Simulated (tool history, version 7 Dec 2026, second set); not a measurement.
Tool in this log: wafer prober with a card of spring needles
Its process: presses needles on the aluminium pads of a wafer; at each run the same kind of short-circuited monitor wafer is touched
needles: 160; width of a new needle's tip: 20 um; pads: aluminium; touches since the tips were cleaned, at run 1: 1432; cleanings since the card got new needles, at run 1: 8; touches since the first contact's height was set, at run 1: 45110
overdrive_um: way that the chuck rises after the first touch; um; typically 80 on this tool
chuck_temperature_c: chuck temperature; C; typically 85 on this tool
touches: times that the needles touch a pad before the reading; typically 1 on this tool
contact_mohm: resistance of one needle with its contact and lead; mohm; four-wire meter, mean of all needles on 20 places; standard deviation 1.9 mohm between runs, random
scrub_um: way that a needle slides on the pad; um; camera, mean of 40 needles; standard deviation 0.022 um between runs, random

run,hour,overdrive_um,chuck_temperature_c,touches,touches since the tips were cleaned,cleanings since the card got new needles,touches since the first contact's height was set,contact_mohm,scrub_um
1,0.0,80,85,1,1432,8,45110,205,20.69
2,7.2,96,85,1,3221,8,46899,202,24.86
# hour 13.9: tips cleaned on abrasive film
3,14.7,80,85,1,195,9,48755,203,20.69
4,21.8,80,85,1,1977,9,50537,204,20.72
5,27.9,80,85,1,3484,9,52044,207,20.74
# hour 33.0: tips cleaned on abrasive film
6,38.8,80,85,1,1453,10,54747,210,20.74
7,45.6,80,85,1,3166,10,56460,206,20.73
# hour 52.1: tips cleaned on abrasive film
8,52.4,80,85,1,84,11,58123,206,20.73
9,62.6,80,85,1,2633,11,60672,207,20.76
# hour 71.8: tips cleaned on abrasive film
10,72.2,80,85,1,119,12,63053,208,20.73
11,80.9,80,38,1,2287,12,65221,193,20.70
# hour 90.7: tips cleaned on abrasive film
12,90.8,80,38,1,9,13,67656,195,20.69
13,97.8,80,119,1,1770,13,69417,214,20.69
14,106.3,80,119,1,3891,13,71538,212,20.68
# hour 109.8: tips cleaned on abrasive film
15,117.6,80,119,1,1944,14,74342,214,20.72
16,123.7,80,85,1,3454,14,75852,205,20.71
# hour 129.1: tips cleaned on abrasive film
17,132.4,80,85,1,827,15,78012,207,20.68
18,143.0,80,41,1,3474,15,80659,200,20.74
# hour 148.3: tips cleaned on abrasive film
19,154.3,83,26,1,1502,16,83456,194,21.53
20,165.6,61,42,2,4309,16,86263,207,15.80
# hour 167.9: tips cleaned on abrasive film
21,170.5,61,42,2,653,17,87471,202,15.78
22,180.8,64,43,1,3240,17,90058,204,16.57
23,186.1,92,83,1,4550,17,91368,205,23.85
# hour 187.7: tips cleaned on abrasive film
24,191.6,71,85,1,986,18,92731,210,18.40
25,200.8,63,121,2,3283,18,95028,219,16.34
# hour 207.0: tips cleaned on abrasive film
26,208.0,83,42,2,253,19,96788,194,21.52
27,214.1,80,85,2,1775,19,98310,211,20.72
28,223.8,73,83,1,4194,19,100729,211,18.90
# hour 226.0: tips cleaned on abrasive film
29,230.0,73,83,1,996,20,102269,207,18.89
30,240.5,79,78,2,3611,20,104884,206,20.45
# hour 245.6: tips cleaned on abrasive film
31,247.3,91,64,2,425,21,106559,199,23.59
32,253.6,79,32,1,2005,21,108139,195,20.47
33,260.7,95,32,2,3779,21,109913,192,24.63
# hour 264.7: tips cleaned on abrasive film
34,265.5,70,28,2,198,22,111074,196,18.14
35,274.3,80,30,3,2402,22,113278,195,20.73

Entry by entry between the runs, the difference in hidden state between the last listed run before and the first listed run after:
Between runs 2 and 3: tips cleaned on abrasive film (hour 13.9)
  debris on the tips, nm: 0.3 -> 0
Between runs 5 and 6: tips cleaned on abrasive film (hour 33.0)
  debris on the tips, nm: 0.3 -> 0.2
Between runs 7 and 8: tips cleaned on abrasive film (hour 52.1)
  debris on the tips, nm: 0.3 -> 0
Between runs 9 and 10: tips cleaned on abrasive film (hour 71.8)
  debris on the tips, nm: 0.3 -> 0.1
Between runs 11 and 12: tips cleaned on abrasive film (hour 90.7)
  debris on the tips, nm: 0.3 -> 0
Between runs 14 and 15: tips cleaned on abrasive film (hour 109.8)
  debris on the tips, nm: 0.4 -> 0.3
Between runs 16 and 17: tips cleaned on abrasive film (hour 129.1)
  debris on the tips, nm: 0.4 -> 0.1
Between runs 18 and 19: tips cleaned on abrasive film (hour 148.3)
  debris on the tips, nm: 0.4 -> 0.2
Between runs 20 and 21: tips cleaned on abrasive film (hour 167.9)
  debris on the tips, nm: 0.4 -> 0.1
Between runs 23 and 24: tips cleaned on abrasive film (hour 187.7)
  debris on the tips, nm: 0.4 -> 0.2
Between runs 25 and 26: tips cleaned on abrasive film (hour 207.0)
  debris on the tips, nm: 0.3 -> 0.1
Between runs 28 and 29: tips cleaned on abrasive film (hour 226.0)
  debris on the tips, nm: 0.4 -> 0.1
Between runs 30 and 31: tips cleaned on abrasive film (hour 245.6)
  debris on the tips, nm: 0.4 -> 0.1
Between runs 33 and 34: tips cleaned on abrasive film (hour 264.7)
  debris on the tips, nm: 0.4 -> 0
